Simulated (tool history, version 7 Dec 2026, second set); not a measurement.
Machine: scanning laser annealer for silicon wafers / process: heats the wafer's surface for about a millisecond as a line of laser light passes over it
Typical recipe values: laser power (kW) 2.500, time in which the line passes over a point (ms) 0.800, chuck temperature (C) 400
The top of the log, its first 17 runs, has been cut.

| run | hour | laser power (kW) | time in which the line passes over a point (ms) | chuck temperature (C) | hours of work since the window was cleaned | hours of work since the power meter was calibrated | hours of work since the optics were aligned | highest temperature of the surface (C) |
|---|---|---|---|---|---|---|---|---|
| 18 | 660.4 | 2.500 | 0.800 | 400 | 159 | 736 | 674 | 1204 |
| 19 | 698.2 | 2.500 | 0.600 | 400 | 185 | 762 | 700 | 1072 |
| 20 | 748.6 | 2.500 | 0.800 | 400 | 220 | 796 | 735 | 1192 |
| 21 | 799.1 | 2.500 | 0.800 | 400 | 255 | 831 | 770 | 1189 |
| 22 | 842.9 | 2.497 | 0.800 | 381 | 285 | 861 | 800 | 1160 |
| 23 | 866.6 | 2.163 | 0.585 | 386 | 301 | 878 | 816 | 925 |
| 24 | 920.9 | 2.163 | 0.585 | 386 | 339 | 915 | 854 | 925 |
| 25 | 974.2 | 2.163 | 0.585 | 386 | 375 | 952 | 890 | 918 |
| 26 | 997.3 | 2.163 | 0.585 | 386 | 391 | 968 | 906 | 920 |
| 27 | 1041.3 | 2.163 | 0.585 | 386 | 421 | 998 | 936 | 915 |
|  | 1072.2 | window over the wafer cleaned |
| 28 | 1088.9 | 2.163 | 0.794 | 386 | 12 | 1029 | 968 | 1064 |
| 29 | 1117.1 | 2.500 | 0.878 | 372 | 31 | 1049 | 987 | 1232 |
| 30 | 1171.6 | 2.600 | 0.851 | 372 | 68 | 1086 | 1025 | 1255 |
| 31 | 1223.8 | 2.600 | 0.851 | 372 | 104 | 1122 | 1061 | 1247 |
| 32 | 1264.7 | 2.600 | 0.851 | 372 | 133 | 1150 | 1089 | 1242 |
| 33 | 1299.9 | 2.500 | 0.800 | 419 | 157 | 1175 | 1113 | 1215 |
| 34 | 1345.3 | 2.731 | 0.770 | 376 | 188 | 1206 | 1144 | 1244 |
| 35 | 1371.9 | 2.701 | 0.800 | 429 | 206 | 1224 | 1163 | 1303 |
| 36 | 1400.1 | 2.167 | 0.584 | 429 | 226 | 1244 | 1182 | 977 |
| 37 | 1454.4 | 2.167 | 0.584 | 429 | 263 | 1281 | 1220 | 971 |
| 38 | 1498.8 | 2.592 | 0.736 | 396 | 294 | 1312 | 1250 | 1168 |
| 39 | 1534.3 | 2.592 | 0.736 | 396 | 318 | 1336 | 1275 | 1163 |
| 40 | 1561.8 | 2.592 | 0.736 | 381 | 337 | 1355 | 1294 | 1148 |
| 41 | 1617.8 | 2.592 | 0.736 | 381 | 376 | 1393 | 1332 | 1139 |
| 42 | 1660.8 | 2.657 | 0.626 | 368 | 405 | 1423 | 1362 | 1077 |

Here are 3 independent what-if runs from the current tool condition. What would each one return?
|  | 1715.3 | window over the wafer cleaned |
| A | 1715.3 | 2.500 | 0.800 | 426 | 0 | 1459 | 1398 | ? |
|  | 1715.3 | window over the wafer cleaned |
| B | 1715.3 | 2.560 | 0.877 | 400 | 0 | 1459 | 1398 | ? |
|  | 1715.3 | window over the wafer cleaned |
| C | 1715.3 | 2.741 | 0.800 | 400 | 0 | 1459 | 1398 | ? |

| run | highest temperature of the surface (C) |
|---|---|
| A | 1234 |
| B | 1279 |
| C | 1309 |
With no hidden state in the tool, these same runs would have given:
| run | highest temperature of the surface (C) |
|---|---|
| A | 1266 |
| B | 1314 |
| C | 1344 |
